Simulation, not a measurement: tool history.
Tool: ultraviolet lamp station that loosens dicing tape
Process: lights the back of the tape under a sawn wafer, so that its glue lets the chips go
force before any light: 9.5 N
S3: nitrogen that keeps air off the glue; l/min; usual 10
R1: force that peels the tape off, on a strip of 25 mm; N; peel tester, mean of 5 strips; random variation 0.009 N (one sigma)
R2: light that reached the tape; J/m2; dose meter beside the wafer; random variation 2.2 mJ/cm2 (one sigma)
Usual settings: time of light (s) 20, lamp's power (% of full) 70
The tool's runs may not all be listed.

run 1 hour=0 | time_of_light_(s)=20 lamp's_power_(%_of_full)=70 S3=10 | R1=0.442 R2=1840
run 2 hour=12.5 | time_of_light_(s)=20 lamp's_power_(%_of_full)=70 S3=10 | R1=0.471 R2=1860
run 3 hour=21.1 | time_of_light_(s)=20 lamp's_power_(%_of_full)=70 S3=20 | R1=0.338 R2=1810
run 4 hour=36.3 | time_of_light_(s)=20 lamp's_power_(%_of_full)=70 S3=20 | R1=0.345 R2=1830
run 5 hour=46.7 | time_of_light_(s)=20 lamp's_power_(%_of_full)=70 S3=7 | R1=0.591 R2=1850
run 6 hour=61.3 | time_of_light_(s)=20 lamp's_power_(%_of_full)=70 S3=10 | R1=0.483 R2=1850
run 7 hour=69.1 | time_of_light_(s)=30 lamp's_power_(%_of_full)=70 S3=10 | R1=0.173 R2=2720
run 8 hour=76.8 | time_of_light_(s)=30 lamp's_power_(%_of_full)=70 S3=10 | R1=0.167 R2=2750
run 9 hour=87.1 | time_of_light_(s)=30 lamp's_power_(%_of_full)=70 S3=10 | R1=0.18 R2=2730
run 10 hour=104.7 | time_of_light_(s)=20 lamp's_power_(%_of_full)=82 S3=10 | R1=0.328 R2=2140
run 11 hour=118.6 | time_of_light_(s)=14 lamp's_power_(%_of_full)=70 S3=10 | R1=1.11 R2=1260
run 12 hour=136.7 | time_of_light_(s)=14 lamp's_power_(%_of_full)=70 S3=10 | R1=1.123 R2=1250
run 13 hour=150.9 | time_of_light_(s)=14 lamp's_power_(%_of_full)=70 S3=10 | R1=1.111 R2=1260
run 14 hour=168 | time_of_light_(s)=20 lamp's_power_(%_of_full)=70 S3=10 | R1=0.505 R2=1800
run 15 hour=178.3 | time_of_light_(s)=20 lamp's_power_(%_of_full)=70 S3=10 | R1=0.482 R2=1840
run 16 hour=186 | time_of_light_(s)=20 lamp's_power_(%_of_full)=70 S3=10 | R1=0.492 R2=1780
run 17 hour=194.9 | time_of_light_(s)=20 lamp's_power_(%_of_full)=70 S3=10 | R1=0.514 R2=1800
run 18 hour=202.5 | time_of_light_(s)=20 lamp's_power_(%_of_full)=70 S3=10 | R1=0.524 R2=1790
-- hour=204.1 window cleaned of glue's vapour
run 19 hour=215.7 | time_of_light_(s)=20 lamp's_power_(%_of_full)=70 S3=10 | R1=0.529 R2=1760
run 20 hour=224.2 | time_of_light_(s)=20 lamp's_power_(%_of_full)=70 S3=10 | R1=0.512 R2=1780
run 21 hour=238 | time_of_light_(s)=20 lamp's_power_(%_of_full)=82 S3=10 | R1=0.35 R2=2090

Forecast run 22:
run 22 hour=254.4 | time_of_light_(s)=20 lamp's_power_(%_of_full)=82 S3=10 | R1=? R2=?

Run 22 gave R1 0.35 N, R2 2060 J/m2.
Without the tool's hidden state the same run would have given R1 0.241 N, R2 2370 J/m2.
